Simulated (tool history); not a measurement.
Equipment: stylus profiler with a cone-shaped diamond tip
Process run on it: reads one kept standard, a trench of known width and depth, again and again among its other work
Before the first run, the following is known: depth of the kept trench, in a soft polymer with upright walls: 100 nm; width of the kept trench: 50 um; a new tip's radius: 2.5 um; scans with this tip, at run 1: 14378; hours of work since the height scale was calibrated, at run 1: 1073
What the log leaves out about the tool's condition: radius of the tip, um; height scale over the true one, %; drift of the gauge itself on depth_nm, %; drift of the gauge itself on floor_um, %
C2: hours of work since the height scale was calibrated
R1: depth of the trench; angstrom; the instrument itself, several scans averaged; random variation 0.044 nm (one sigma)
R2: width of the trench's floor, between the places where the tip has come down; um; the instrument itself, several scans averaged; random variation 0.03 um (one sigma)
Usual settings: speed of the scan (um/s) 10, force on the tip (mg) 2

run 1 hour=0 | speed_of_the_scan_(um/s)=10 force_on_the_tip_(mg)=2 | scans_with_this_tip=14378 C2=1073 | R1=1000.2 R2=47.75
run 2 hour=55.9 | speed_of_the_scan_(um/s)=10 force_on_the_tip_(mg)=2 | scans_with_this_tip=14735 C2=1100 | R1=1000 R2=47.72
run 3 hour=84.3 | speed_of_the_scan_(um/s)=10 force_on_the_tip_(mg)=2 | scans_with_this_tip=14916 C2=1113 | R1=1000.6 R2=47.73
run 4 hour=121.7 | speed_of_the_scan_(um/s)=10 force_on_the_tip_(mg)=2 | scans_with_this_tip=15155 C2=1131 | R1=1000.8 R2=47.75
run 5 hour=169.3 | speed_of_the_scan_(um/s)=10 force_on_the_tip_(mg)=2.49 | scans_with_this_tip=15459 C2=1154 | R1=1000.4 R2=47.66
run 6 hour=210.7 | speed_of_the_scan_(um/s)=10 force_on_the_tip_(mg)=2.49 | scans_with_this_tip=15724 C2=1173 | R1=1001 R2=47.71
run 7 hour=254.3 | speed_of_the_scan_(um/s)=10 force_on_the_tip_(mg)=2 | scans_with_this_tip=16002 C2=1194 | R1=1000.5 R2=47.71
run 8 hour=310.9 | speed_of_the_scan_(um/s)=6 force_on_the_tip_(mg)=2 | scans_with_this_tip=16363 C2=1221 | R1=999.1 R2=47.73
run 9 hour=337.9 | speed_of_the_scan_(um/s)=6 force_on_the_tip_(mg)=2 | scans_with_this_tip=16536 C2=1234 | R1=999.9 R2=47.69
run 10 hour=392.9 | speed_of_the_scan_(um/s)=6 force_on_the_tip_(mg)=2 | scans_with_this_tip=16887 C2=1260 | R1=998.7 R2=47.69
run 11 hour=437.9 | speed_of_the_scan_(um/s)=6 force_on_the_tip_(mg)=2 | scans_with_this_tip=17174 C2=1282 | R1=999.3 R2=47.61
run 12 hour=481.3 | speed_of_the_scan_(um/s)=6 force_on_the_tip_(mg)=2 | scans_with_this_tip=17451 C2=1302 | R1=998.7 R2=47.65
run 13 hour=506.5 | speed_of_the_scan_(um/s)=10 force_on_the_tip_(mg)=2 | scans_with_this_tip=17612 C2=1314 | R1=999.8 R2=47.66
run 14 hour=536.5 | speed_of_the_scan_(um/s)=10 force_on_the_tip_(mg)=2 | scans_with_this_tip=17803 C2=1329 | R1=998.7 R2=47.6
run 15 hour=580.2 | speed_of_the_scan_(um/s)=10 force_on_the_tip_(mg)=2 | scans_with_this_tip=18083 C2=1349 | R1=999.4 R2=47.58
run 16 hour=606.3 | speed_of_the_scan_(um/s)=10 force_on_the_tip_(mg)=2 | scans_with_this_tip=18249 C2=1362 | R1=999.5 R2=47.59
run 17 hour=661.3 | speed_of_the_scan_(um/s)=10 force_on_the_tip_(mg)=2 | scans_with_this_tip=18600 C2=1388 | R1=999.3 R2=47.55
run 18 hour=688.3 | speed_of_the_scan_(um/s)=10 force_on_the_tip_(mg)=2 | scans_with_this_tip=18772 C2=1401 | R1=999.2 R2=47.51
-- hour=715.6 new tip fitted, height scale calibrated
run 19 hour=718 | speed_of_the_scan_(um/s)=23 force_on_the_tip_(mg)=2 | scans_with_this_tip=15 C2=1 | R1=1005.8 R2=48.48
run 20 hour=767.5 | speed_of_the_scan_(um/s)=23 force_on_the_tip_(mg)=2 | scans_with_this_tip=331 C2=25 | R1=1006.1 R2=48.41
run 21 hour=821.4 | speed_of_the_scan_(um/s)=34 force_on_the_tip_(mg)=2 | scans_with_this_tip=675 C2=50 | R1=1005.8 R2=48.3
run 22 hour=874.9 | speed_of_the_scan_(um/s)=23 force_on_the_tip_(mg)=2 | scans_with_this_tip=1017 C2=76 | R1=1005.9 R2=48.37
run 23 hour=915.8 | speed_of_the_scan_(um/s)=23 force_on_the_tip_(mg)=2 | scans_with_this_tip=1278 C2=95 | R1=1005.2 R2=48.31
run 24 hour=957.6 | speed_of_the_scan_(um/s)=33 force_on_the_tip_(mg)=2 | scans_with_this_tip=1545 C2=115 | R1=1005.2 R2=48.31
run 25 hour=992.8 | speed_of_the_scan_(um/s)=11 force_on_the_tip_(mg)=2.61 | scans_with_this_tip=1769 C2=132 | R1=1006.7 R2=48.39
run 26 hour=1030.8 | speed_of_the_scan_(um/s)=7 force_on_the_tip_(mg)=2 | scans_with_this_tip=2012 C2=150 | R1=1005.9 R2=48.38
run 27 hour=1086.5 | speed_of_the_scan_(um/s)=7 force_on_the_tip_(mg)=2 | scans_with_this_tip=2368 C2=177 | R1=1005 R2=48.36
run 28 hour=1120.2 | speed_of_the_scan_(um/s)=35 force_on_the_tip_(mg)=1.13 | scans_with_this_tip=2583 C2=193 | R1=1003.7 R2=48.1
run 29 hour=1176.7 | speed_of_the_scan_(um/s)=35 force_on_the_tip_(mg)=1.13 | scans_with_this_tip=2944 C2=220 | R1=1002.9 R2=48.13
run 30 hour=1213.4 | speed_of_the_scan_(um/s)=35 force_on_the_tip_(mg)=1.13 | scans_with_this_tip=3178 C2=237 | R1=1003.4 R2=48.07
run 31 hour=1255.9 | speed_of_the_scan_(um/s)=10 force_on_the_tip_(mg)=2.6 | scans_with_this_tip=3449 C2=257 | R1=1006.3 R2=48.26
run 32 hour=1283.3 | speed_of_the_scan_(um/s)=15 force_on_the_tip_(mg)=2.07 | scans_with_this_tip=3624 C2=270 | R1=1005 R2=48.29
run 33 hour=1313.6 | speed_of_the_scan_(um/s)=3 force_on_the_tip_(mg)=5.18 | scans_with_this_tip=3818 C2=285 | R1=1010.6 R2=48.37
run 34 hour=1360.2 | speed_of_the_scan_(um/s)=3 force_on_the_tip_(mg)=5.39 | scans_with_this_tip=4115 C2=307 | R1=1011.2 R2=48.27
run 35 hour=1421.2 | speed_of_the_scan_(um/s)=29 force_on_the_tip_(mg)=1.02 | scans_with_this_tip=4504 C2=336 | R1=1002.1 R2=48.04
run 36 hour=1470.6 | speed_of_the_scan_(um/s)=6 force_on_the_tip_(mg)=2.25 | scans_with_this_tip=4820 C2=360 | R1=1004.4 R2=48.26
run 37 hour=1528.9 | speed_of_the_scan_(um/s)=6 force_on_the_tip_(mg)=2.25 | scans_with_this_tip=5192 C2=387 | R1=1004.7 R2=48.24
run 38 hour=1582.6 | speed_of_the_scan_(um/s)=5 force_on_the_tip_(mg)=4.38 | scans_with_this_tip=5535 C2=413 | R1=1008.2 R2=48.24
run 39 hour=1622 | speed_of_the_scan_(um/s)=5 force_on_the_tip_(mg)=1.21 | scans_with_this_tip=5787 C2=432 | R1=1001.5 R2=48.21
run 40 hour=1661.2 | speed_of_the_scan_(um/s)=2 force_on_the_tip_(mg)=1.58 | scans_with_this_tip=6037 C2=451 | R1=1002.4 R2=48.18
run 41 hour=1698.3 | speed_of_the_scan_(um/s)=28 force_on_the_tip_(mg)=0.81 | scans_with_this_tip=6273 C2=468 | R1=1000.7 R2=47.94
run 42 hour=1753 | speed_of_the_scan_(um/s)=18 force_on_the_tip_(mg)=1.45 | scans_with_this_tip=6623 C2=494 | R1=1001.5 R2=48.1
run 43 hour=1780.8 | speed_of_the_scan_(um/s)=10 force_on_the_tip_(mg)=1.07 | scans_with_this_tip=6800 C2=507 | R1=1001.1 R2=48.09
run 44 hour=1821.3 | speed_of_the_scan_(um/s)=17 force_on_the_tip_(mg)=1.75 | scans_with_this_tip=7059 C2=527 | R1=1002.7 R2=48.11
run 45 hour=1882.6 | speed_of_the_scan_(um/s)=17 force_on_the_tip_(mg)=1.75 | scans_with_this_tip=7450 C2=556 | R1=1002.7 R2=48.04

4 ways to go on from here, each from the tool as it stands after run 45. What would each give?
run A hour=1921.5 | speed_of_the_scan_(um/s)=34 force_on_the_tip_(mg)=0.75 | scans_with_this_tip=7698 C2=574 | R1=? R2=?
run B hour=1921.5 | speed_of_the_scan_(um/s)=18 force_on_the_tip_(mg)=1.11 | scans_with_this_tip=7698 C2=574 | R1=? R2=?
run C hour=1921.5 | speed_of_the_scan_(um/s)=10 force_on_the_tip_(mg)=1.34 | scans_with_this_tip=7698 C2=574 | R1=? R2=?
run D hour=1921.5 | speed_of_the_scan_(um/s)=13 force_on_the_tip_(mg)=3.43 | scans_with_this_tip=7698 C2=574 | R1=? R2=?

run=A R1=1000.5 R2=47.79
run=B R1=1000.5 R2=47.97
run=C R1=1001.3 R2=48.11
run=D R1=1005.7 R2=48.12
What these runs would have given with no unlogged condition in the tool:
run=A R1=1003.7 R2=48.24
run=B R1=1003.7 R2=48.43
run=C R1=1004.5 R2=48.57
run=D R1=1008.9 R2=48.57
